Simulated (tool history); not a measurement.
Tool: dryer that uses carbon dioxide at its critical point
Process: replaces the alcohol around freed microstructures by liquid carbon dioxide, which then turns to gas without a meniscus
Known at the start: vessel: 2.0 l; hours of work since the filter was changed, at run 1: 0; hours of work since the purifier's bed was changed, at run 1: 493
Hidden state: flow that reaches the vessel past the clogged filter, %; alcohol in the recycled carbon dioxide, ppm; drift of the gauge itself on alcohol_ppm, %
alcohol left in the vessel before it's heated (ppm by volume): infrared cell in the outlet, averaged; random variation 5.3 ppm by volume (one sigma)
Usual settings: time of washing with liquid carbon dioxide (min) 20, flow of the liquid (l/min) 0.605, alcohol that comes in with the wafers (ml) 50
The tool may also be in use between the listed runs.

run,hour,time of washing with liquid carbon dioxide (min),flow of the liquid (l/min),alcohol that comes in with the wafers (ml),hours of work since the filter was changed,hours of work since the purifier's bed was changed,alcohol left in the vessel before it's heated (ppm by volume)
1,0.0,20,0.605,50,0,493,202
2,10.4,20,0.605,50,8,501,197
3,18.9,20,0.605,50,14,507,212
4,27.7,20,0.478,50,20,513,429
5,42.0,20,0.478,59,31,524,519
6,51.8,20,0.478,24,38,531,280
7,65.7,20,0.511,50,48,541,372

The next listed run, before its measurement:
8,75.9,20,0.605,50,55,548,?

alcohol left in the vessel before it's heated (ppm by volume): 226
Without the tool's hidden state the same run would have given alcohol left in the vessel before it's heated (ppm by volume) 113.
